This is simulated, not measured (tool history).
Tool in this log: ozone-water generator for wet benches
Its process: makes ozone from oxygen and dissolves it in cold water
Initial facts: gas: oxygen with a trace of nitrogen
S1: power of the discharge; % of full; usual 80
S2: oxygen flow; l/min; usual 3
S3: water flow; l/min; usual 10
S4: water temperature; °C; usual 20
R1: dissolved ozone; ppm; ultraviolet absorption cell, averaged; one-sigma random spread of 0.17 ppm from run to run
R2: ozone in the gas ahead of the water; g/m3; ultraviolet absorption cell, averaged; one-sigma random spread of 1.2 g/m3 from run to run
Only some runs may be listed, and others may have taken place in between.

run 1 hour=0 | S1=80 S2=3 S3=10 S4=20 | R1=21.1 R2=200.2
run 2 hour=55.2 | S1=80 S2=3 S3=10 S4=20 | R1=21.1 R2=201.6
run 3 hour=98.2 | S1=80 S2=3 S3=10 S4=20 | R1=20.9 R2=201.8
run 4 hour=159.4 | S1=80 S2=3 S3=10 S4=20 | R1=20.6 R2=198.5
run 5 hour=216.2 | S1=80 S2=3 S3=10 S4=20 | R1=21 R2=198.6
run 6 hour=258.9 | S1=80 S2=3 S3=8 S4=20 | R1=24.1 R2=199.9
run 7 hour=292.4 | S1=80 S2=3 S3=10 S4=20 | R1=20.8 R2=198.3
run 8 hour=322.1 | S1=80 S2=3 S3=10 S4=20 | R1=20.7 R2=197.5
run 9 hour=357.8 | S1=80 S2=3 S3=10 S4=20 | R1=20.6 R2=200.1
run 10 hour=392.6 | S1=80 S2=3 S3=10 S4=20 | R1=20.5 R2=196.9
run 11 hour=455.4 | S1=80 S2=3 S3=11 S4=20 | R1=19.2 R2=197.2
run 12 hour=512.5 | S1=80 S2=3 S3=10 S4=23 | R1=19.2 R2=196.8
run 13 hour=557 | S1=80 S2=3 S3=10 S4=23 | R1=19.4 R2=198.7
run 14 hour=602 | S1=80 S2=4 S3=10 S4=27 | R1=17.6 R2=169.6
run 15 hour=665.5 | S1=80 S2=4 S3=10 S4=27 | R1=17.4 R2=168.2
run 16 hour=732.2 | S1=80 S2=4 S3=10 S4=27 | R1=17.4 R2=167.9
run 17 hour=760.6 | S1=60 S2=4.77 S3=11 S4=15 | R1=16.6 R2=126.7
run 18 hour=802 | S1=75 S2=2.43 S3=11 S4=15 | R1=19.2 R2=209.1
run 19 hour=851 | S1=92 S2=2.3 S3=10 S4=15 | R1=23.6 R2=245.4
run 20 hour=907.8 | S1=75 S2=2.3 S3=7 S4=26 | R1=22.5 R2=215.1
run 21 hour=948.4 | S1=75 S2=2.3 S3=6 S4=13 | R1=31.4 R2=215.5
run 22 hour=1004.1 | S1=46 S2=2.3 S3=6 S4=25 | R1=18.4 R2=157.4
run 23 hour=1050.8 | S1=80 S2=3 S3=10 S4=15 | R1=21.7 R2=194
run 24 hour=1085.2 | S1=80 S2=3 S3=10 S4=15 | R1=21.2 R2=193.1

Alternative continuations, all from the tool just after run 24; predict every row:
run A hour=1145.3 | S1=61 S2=3.42 S3=10 S4=26 | R1=? R2=?
run B hour=1145.3 | S1=80 S2=1.8 S3=10 S4=20 | R1=? R2=?
run C hour=1145.3 | S1=61 S2=3.83 S3=7 S4=15 | R1=? R2=?
run D hour=1145.3 | S1=80 S2=1.65 S3=10 S4=15 | R1=? R2=?

run=A R1=14.6 R2=152.5
run=B R1=19.5 R2=254
run=C R1=22.9 R2=141.3
run=D R1=20.2 R2=267
Stripped of hidden state, with their random variation kept, the same runs would have yielded:
run=A R1=16.1 R2=163
run=B R1=21.8 R2=274.9
run=C R1=25.2 R2=151
run=D R1=22.5 R2=289

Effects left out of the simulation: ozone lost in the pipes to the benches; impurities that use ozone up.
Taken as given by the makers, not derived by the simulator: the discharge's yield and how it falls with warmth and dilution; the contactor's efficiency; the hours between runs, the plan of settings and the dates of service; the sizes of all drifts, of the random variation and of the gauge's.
